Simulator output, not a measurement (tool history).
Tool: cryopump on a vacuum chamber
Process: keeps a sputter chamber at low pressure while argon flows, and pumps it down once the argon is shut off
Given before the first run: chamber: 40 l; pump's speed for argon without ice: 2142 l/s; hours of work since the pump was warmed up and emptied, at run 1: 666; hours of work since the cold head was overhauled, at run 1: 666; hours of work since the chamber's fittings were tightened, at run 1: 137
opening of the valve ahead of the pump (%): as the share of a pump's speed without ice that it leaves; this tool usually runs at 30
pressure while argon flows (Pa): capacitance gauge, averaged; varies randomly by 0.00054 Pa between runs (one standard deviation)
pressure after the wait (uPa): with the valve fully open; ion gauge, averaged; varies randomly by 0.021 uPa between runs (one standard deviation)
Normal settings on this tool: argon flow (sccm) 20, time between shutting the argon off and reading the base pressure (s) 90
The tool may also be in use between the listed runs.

run,day,argon flow (sccm),time between shutting the argon off and reading the base pressure (s),opening of the valve ahead of the pump (%),hours of work since the pump was warmed up and emptied,hours of work since the cold head was overhauled,hours of work since the chamber's fittings were tightened,pressure while argon flows (Pa),pressure after the wait (uPa)
1,0.000,20,90,30,666,666,137,0.0572,0.40
2,0.471,20,90,30,674,674,145,0.0566,0.45
3,1.425,20,90,23,691,691,161,0.0729,0.43
4,2.304,20,90,30,706,706,176,0.0569,0.40
5,2.867,20,90,30,715,715,186,0.0584,0.50
6,3.767,20,53,30,731,731,201,0.0583,0.62
7,4.679,20,90,37,747,747,217,0.0474,0.46
8,5.450,11,90,37,760,760,230,0.0269,0.49
9,6.504,11,90,37,778,778,248,0.0266,0.47
10,7.525,11,90,30,796,796,266,0.0319,0.50
11,7.954,20,90,18,803,803,273,0.0934,0.44
12,8.983,20,90,49,821,821,291,0.0378,0.47
13,9.838,20,90,49,835,835,306,0.0385,0.49
14,10.450,20,90,48,846,846,316,0.0394,0.51
15,11.167,20,90,16,858,858,329,0.1044,0.49
16,11.775,20,90,16,869,869,339,0.1051,0.50
17,12.283,20,90,20,877,877,348,0.0852,0.49
18,13.321,20,90,20,895,895,366,0.0862,0.54
# day 14.175: pump warmed up, emptied and cooled again
19,14.475,20,90,20,5,911,382,0.0787,0.47
20,15.000,20,90,20,14,920,391,0.0787,0.44
21,15.633,26,89,19,25,931,402,0.1084,0.41
22,16.550,26,89,19,41,947,418,0.1092,0.42
23,17.029,25,23,21,49,955,426,0.0949,0.99
24,17.521,8,23,40,58,964,434,0.0160,1.05
25,18.038,28,98,40,66,973,443,0.0562,0.43
26,18.754,28,98,40,79,985,455,0.0560,0.44
27,19.358,20,90,26,89,995,466,0.0603,0.48
28,20.012,24,90,39,100,1007,477,0.0501,0.42
29,20.708,20,22,45,112,1019,489,0.0361,1.13
30,21.367,20,22,45,124,1030,500,0.0362,1.10
31,21.925,20,22,45,133,1040,510,0.0367,1.10
32,22.962,17,21,30,151,1057,528,0.0453,1.12
33,23.654,22,168,37,163,1069,540,0.0489,0.39

Each row is a separate what-if for the run after 33, all from the same tool condition, not one after another. Results?
A,24.162,14,197,16,172,1078,549,?,?
B,24.162,11,224,41,172,1078,549,?,?
C,24.162,12,52,33,172,1078,549,?,?
D,24.162,12,61,30,172,1078,549,?,?
E,24.162,22,50,39,172,1078,549,?,?

run,pressure while argon flows (Pa),pressure after the wait (uPa)
A,0.0701,0.37
B,0.0221,0.34
C,0.0296,0.68
D,0.0327,0.61
E,0.0464,0.64
Without the tool's hidden state the same runs would have given:
run,pressure while argon flows (Pa),pressure after the wait (uPa)
A,0.0692,0.23
B,0.0214,0.20
C,0.0288,0.53
D,0.0319,0.47
E,0.0449,0.50
